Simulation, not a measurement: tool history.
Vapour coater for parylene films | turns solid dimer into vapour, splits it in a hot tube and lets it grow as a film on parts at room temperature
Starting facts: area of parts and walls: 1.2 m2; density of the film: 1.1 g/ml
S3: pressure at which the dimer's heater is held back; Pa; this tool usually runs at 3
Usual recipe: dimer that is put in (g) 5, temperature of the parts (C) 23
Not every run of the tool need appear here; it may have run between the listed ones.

run 1 hour=0 | dimer_that_is_put_in_(g)=5 temperature_of_the_parts_(C)=23 S3=3 | thickness_of_the_film_(nm)=1844
run 2 hour=64.2 | dimer_that_is_put_in_(g)=5 temperature_of_the_parts_(C)=23 S3=3 | thickness_of_the_film_(nm)=1829
run 3 hour=116.2 | dimer_that_is_put_in_(g)=5 temperature_of_the_parts_(C)=23 S3=3 | thickness_of_the_film_(nm)=1850
run 4 hour=156.9 | dimer_that_is_put_in_(g)=5 temperature_of_the_parts_(C)=26 S3=3 | thickness_of_the_film_(nm)=1680
run 5 hour=200.6 | dimer_that_is_put_in_(g)=5 temperature_of_the_parts_(C)=26 S3=3 | thickness_of_the_film_(nm)=1681
run 6 hour=266.1 | dimer_that_is_put_in_(g)=5 temperature_of_the_parts_(C)=26 S3=3 | thickness_of_the_film_(nm)=1673
run 7 hour=314.8 | dimer_that_is_put_in_(g)=5 temperature_of_the_parts_(C)=15 S3=3 | thickness_of_the_film_(nm)=2316
run 8 hour=358.1 | dimer_that_is_put_in_(g)=5 temperature_of_the_parts_(C)=23 S3=2.74 | thickness_of_the_film_(nm)=1837
-- hour=375.2 trap's valve overhauled
run 9 hour=393.9 | dimer_that_is_put_in_(g)=5 temperature_of_the_parts_(C)=23 S3=2.74 | thickness_of_the_film_(nm)=1829
run 10 hour=444.2 | dimer_that_is_put_in_(g)=5 temperature_of_the_parts_(C)=23 S3=2.74 | thickness_of_the_film_(nm)=1834
run 11 hour=498.7 | dimer_that_is_put_in_(g)=5 temperature_of_the_parts_(C)=23 S3=3 | thickness_of_the_film_(nm)=1815
run 12 hour=563.3 | dimer_that_is_put_in_(g)=5 temperature_of_the_parts_(C)=23 S3=3 | thickness_of_the_film_(nm)=1809
run 13 hour=622.1 | dimer_that_is_put_in_(g)=5 temperature_of_the_parts_(C)=23 S3=3 | thickness_of_the_film_(nm)=1794
run 14 hour=688.2 | dimer_that_is_put_in_(g)=5 temperature_of_the_parts_(C)=23 S3=3 | thickness_of_the_film_(nm)=1814
-- hour=744 table's thermometer calibrated
run 15 hour=755 | dimer_that_is_put_in_(g)=5 temperature_of_the_parts_(C)=23 S3=3 | thickness_of_the_film_(nm)=1800
run 16 hour=789.9 | dimer_that_is_put_in_(g)=4 temperature_of_the_parts_(C)=35 S3=3.12 | thickness_of_the_film_(nm)=1008
run 17 hour=857.2 | dimer_that_is_put_in_(g)=4 temperature_of_the_parts_(C)=35 S3=3.12 | thickness_of_the_film_(nm)=1012
run 18 hour=896.4 | dimer_that_is_put_in_(g)=6 temperature_of_the_parts_(C)=25 S3=3 | thickness_of_the_film_(nm)=2037
run 19 hour=952.2 | dimer_that_is_put_in_(g)=6 temperature_of_the_parts_(C)=25 S3=3 | thickness_of_the_film_(nm)=2030
run 20 hour=1007.7 | dimer_that_is_put_in_(g)=6 temperature_of_the_parts_(C)=33 S3=4.83 | thickness_of_the_film_(nm)=1569
run 21 hour=1074.6 | dimer_that_is_put_in_(g)=6 temperature_of_the_parts_(C)=23 S3=2.77 | thickness_of_the_film_(nm)=2160
run 22 hour=1135.8 | dimer_that_is_put_in_(g)=6 temperature_of_the_parts_(C)=18 S3=6.97 | thickness_of_the_film_(nm)=2353
-- hour=1174.1 gauge calibrated
run 23 hour=1196.6 | dimer_that_is_put_in_(g)=7 temperature_of_the_parts_(C)=23 S3=6.87 | thickness_of_the_film_(nm)=2430
run 24 hour=1252.2 | dimer_that_is_put_in_(g)=3 temperature_of_the_parts_(C)=31 S3=2.53 | thickness_of_the_film_(nm)=884
run 25 hour=1295.9 | dimer_that_is_put_in_(g)=4 temperature_of_the_parts_(C)=18 S3=3 | thickness_of_the_film_(nm)=1711
run 26 hour=1356.8 | dimer_that_is_put_in_(g)=7 temperature_of_the_parts_(C)=34 S3=2.01 | thickness_of_the_film_(nm)=1894
-- hour=1378.2 trap's valve overhauled
run 27 hour=1415.9 | dimer_that_is_put_in_(g)=4 temperature_of_the_parts_(C)=23 S3=3 | thickness_of_the_film_(nm)=1471
run 28 hour=1473.7 | dimer_that_is_put_in_(g)=8 temperature_of_the_parts_(C)=25 S3=3 | thickness_of_the_film_(nm)=2747
run 29 hour=1539.8 | dimer_that_is_put_in_(g)=2 temperature_of_the_parts_(C)=24 S3=3 | thickness_of_the_film_(nm)=707

Predict each of these 3 candidate next runs independently; none follows another, all start after run 29:
run A hour=1579.1 | dimer_that_is_put_in_(g)=5 temperature_of_the_parts_(C)=35 S3=3 | thickness_of_the_film_(nm)=?
run B hour=1579.1 | dimer_that_is_put_in_(g)=2 temperature_of_the_parts_(C)=23 S3=3.39 | thickness_of_the_film_(nm)=?
run C hour=1579.1 | dimer_that_is_put_in_(g)=6 temperature_of_the_parts_(C)=19 S3=3 | thickness_of_the_film_(nm)=?

run=A thickness_of_the_film_(nm)=1285
run=B thickness_of_the_film_(nm)=726
run=C thickness_of_the_film_(nm)=2460
Take away the tool's hidden state, keep each run's random variation, and the runs would have read:
run=A thickness_of_the_film_(nm)=1297
run=B thickness_of_the_film_(nm)=733
run=C thickness_of_the_film_(nm)=2483
